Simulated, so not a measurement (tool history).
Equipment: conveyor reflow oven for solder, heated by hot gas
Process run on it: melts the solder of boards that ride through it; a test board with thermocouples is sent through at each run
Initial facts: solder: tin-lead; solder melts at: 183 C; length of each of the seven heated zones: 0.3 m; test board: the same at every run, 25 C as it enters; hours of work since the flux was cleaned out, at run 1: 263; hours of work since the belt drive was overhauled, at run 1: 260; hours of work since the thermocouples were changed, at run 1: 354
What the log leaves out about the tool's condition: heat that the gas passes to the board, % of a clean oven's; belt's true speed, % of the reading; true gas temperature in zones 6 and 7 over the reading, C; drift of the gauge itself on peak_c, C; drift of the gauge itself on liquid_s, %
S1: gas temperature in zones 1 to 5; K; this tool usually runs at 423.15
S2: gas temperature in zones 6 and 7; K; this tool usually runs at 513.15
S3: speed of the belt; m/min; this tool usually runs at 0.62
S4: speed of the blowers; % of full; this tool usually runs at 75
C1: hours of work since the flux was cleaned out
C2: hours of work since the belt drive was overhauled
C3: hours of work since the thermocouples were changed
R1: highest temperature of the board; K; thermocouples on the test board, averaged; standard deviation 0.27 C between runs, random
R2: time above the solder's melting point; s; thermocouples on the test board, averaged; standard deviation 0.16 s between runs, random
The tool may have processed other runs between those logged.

| run | day | S1 | S2 | S3 | S4 | C1 | C2 | C3 | R1 | R2 |
|---|---|---|---|---|---|---|---|---|---|---|
| 1 | 0 | 423.15 | 513.15 | 0.62 | 75 | 263 | 260 | 354 | 497.25 | 50.2 |
| 2 | 0.529 | 423.15 | 513.15 | 0.62 | 75 | 268 | 266 | 360 | 496.35 | 49.9 |
|  | 0.821 | flux residue cleaned out of gas plates and filters |
| 3 | 1.542 | 423.15 | 524.15 | 0.62 | 75 | 7 | 274 | 368 | 508.55 | 55.2 |
| 4 | 1.992 | 423.15 | 524.15 | 0.62 | 75 | 12 | 279 | 373 | 508.05 | 55.4 |
| 5 | 2.388 | 423.15 | 513.15 | 0.62 | 78 | 16 | 283 | 377 | 498.95 | 51.6 |
| 6 | 2.967 | 423.15 | 513.15 | 0.62 | 78 | 22 | 289 | 383 | 499.25 | 51.7 |
| 7 | 3.492 | 423.15 | 513.15 | 0.62 | 78 | 28 | 294 | 388 | 499.45 | 51.5 |
| 8 | 4.217 | 423.15 | 513.15 | 0.62 | 75 | 35 | 302 | 396 | 498.35 | 51.5 |
| 9 | 5.092 | 423.15 | 513.15 | 0.62 | 75 | 44 | 311 | 405 | 498.55 | 51 |
| 10 | 5.912 | 423.15 | 513.15 | 0.62 | 75 | 53 | 319 | 413 | 498.25 | 51.5 |
| 11 | 6.583 | 423.15 | 513.15 | 0.62 | 75 | 60 | 326 | 420 | 498.15 | 51.3 |
| 12 | 7.483 | 423.15 | 513.15 | 0.62 | 75 | 69 | 335 | 430 | 498.55 | 50.9 |
| 13 | 8.267 | 424.15 | 513.15 | 0.662 | 75 | 77 | 343 | 438 | 496.75 | 47 |
| 14 | 9 | 424.15 | 513.15 | 0.662 | 75 | 85 | 351 | 445 | 496.05 | 47.1 |
| 15 | 9.529 | 425.15 | 513.15 | 0.62 | 77 | 90 | 357 | 451 | 498.85 | 52.1 |
| 16 | 10.104 | 425.15 | 513.15 | 0.62 | 77 | 96 | 363 | 457 | 498.55 | 52.4 |
| 17 | 10.829 | 414.15 | 504.15 | 0.62 | 57 | 104 | 370 | 464 | 482.75 | 38.5 |
| 18 | 11.633 | 436.15 | 511.15 | 0.528 | 54 | 112 | 378 | 473 | 498.05 | 65.4 |
| 19 | 12.342 | 436.15 | 511.15 | 0.734 | 70 | 119 | 386 | 480 | 492.05 | 44 |
| 20 | 13.192 | 436.15 | 511.15 | 0.734 | 70 | 128 | 394 | 489 | 491.95 | 44.1 |
| 21 | 13.675 | 436.15 | 511.15 | 0.734 | 70 | 133 | 399 | 494 | 492.35 | 43.9 |
| 22 | 14.15 | 420.15 | 521.15 | 0.62 | 75 | 138 | 404 | 499 | 504.15 | 52.9 |

Alternative continuations, all from the tool just after run 22; predict every row:
| A | 14.554 | 427.15 | 504.15 | 0.5 | 75 | 142 | 409 | 503 | ? | ? |
| B | 14.554 | 423.15 | 508.15 | 0.58 | 84 | 142 | 409 | 503 | ? | ? |
| C | 14.554 | 434.15 | 521.15 | 0.62 | 54 | 142 | 409 | 503 | ? | ? |
| D | 14.554 | 420.15 | 521.15 | 0.62 | 65 | 142 | 409 | 503 | ? | ? |

| run | R1 | R2 |
|---|---|---|
| A | 495.75 | 64.6 |
| B | 497.25 | 54.3 |
| C | 500.15 | 55.8 |
| D | 500.95 | 51.6 |
Take away the tool's hidden state, keep each run's random variation, and the runs would have read:
| run | R1 | R2 |
|---|---|---|
| A | 495.35 | 64.3 |
| B | 497.15 | 54.1 |
| C | 499.95 | 55.5 |
| D | 501.05 | 51.5 |

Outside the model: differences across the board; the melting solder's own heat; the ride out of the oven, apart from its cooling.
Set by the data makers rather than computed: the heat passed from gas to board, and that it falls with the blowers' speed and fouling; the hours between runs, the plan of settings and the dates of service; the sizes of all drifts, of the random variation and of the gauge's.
